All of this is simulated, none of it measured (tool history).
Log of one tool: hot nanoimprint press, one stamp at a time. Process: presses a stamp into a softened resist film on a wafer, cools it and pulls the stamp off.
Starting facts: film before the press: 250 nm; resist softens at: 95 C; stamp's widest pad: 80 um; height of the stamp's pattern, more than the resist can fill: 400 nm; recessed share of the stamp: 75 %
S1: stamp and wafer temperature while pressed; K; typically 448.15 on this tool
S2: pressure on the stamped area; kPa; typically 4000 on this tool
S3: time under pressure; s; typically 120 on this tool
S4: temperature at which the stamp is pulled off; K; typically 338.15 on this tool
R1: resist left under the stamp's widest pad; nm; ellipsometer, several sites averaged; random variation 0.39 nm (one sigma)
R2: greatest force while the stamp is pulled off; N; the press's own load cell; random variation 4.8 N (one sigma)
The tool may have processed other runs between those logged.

run,day,S1,S2,S3,S4,R1,R2
1,0.000,448.15,4000,120,338.15,112.2,241
# day 1.567: stamp cleaned and given a new release coat
2,2.796,448.15,4000,120,338.15,111.1,235
3,4.183,448.15,4000,214,338.15,89.8,228
4,6.262,448.15,4000,120,338.15,111.7,227
5,7.608,448.15,4000,120,338.15,111.5,239
6,9.612,448.15,4000,120,340.15,112.4,229
7,11.200,448.15,4000,120,340.15,111.8,234
8,13.354,448.15,4000,120,340.15,110.9,230
9,15.621,448.15,4000,120,340.15,111.3,230
10,17.096,448.15,4000,120,340.15,111.3,226
# day 18.367: plate thermocouple calibrated
11,18.571,448.15,4000,61,340.15,140.6,233
12,19.758,448.15,4000,120,338.15,110.9,237
# day 21.483: stamp cleaned and given a new release coat
13,22.362,448.15,4000,110,331.15,113.9,250
14,24.958,448.15,4000,110,331.15,114.4,260
15,26.758,448.15,4000,110,331.15,114.9,248
16,28.562,448.15,4000,110,331.15,114.7,245
17,30.646,448.15,2970,120,343.15,125.6,221
18,32.029,453.15,4990,120,343.15,86.1,214
19,34.179,453.15,4990,120,343.15,86.4,228
20,36.217,448.15,6030,180,338.15,76.3,240
21,38.283,448.15,5540,180,338.15,80.2,238
22,39.838,459.15,5180,120,345.15,71.1,218
# day 41.133: stamp cleaned and given a new release coat
# day 41.408: plate thermocouple calibrated
23,42.300,449.15,4000,120,338.15,106.7,235
24,44.100,449.15,4000,120,338.15,106.5,243

Alternative continuations, all from the tool just after run 24; predict every row:
A,45.867,449.15,4000,219,335.15,?,?
B,45.867,438.15,4000,74,337.15,?,?
C,45.867,451.15,4000,115,338.15,?,?
D,45.867,442.15,2990,117,338.15,?,?
E,45.867,448.15,4000,120,344.15,?,?

run,R1,R2
A,84.2,237
B,165.4,236
C,102.3,240
D,146.9,230
E,110.1,217
With no hidden state in the tool, these same runs would have given:
run,R1,R2
A,86.0,236
B,169.1,235
C,104.6,239
D,150.2,229
E,112.5,217
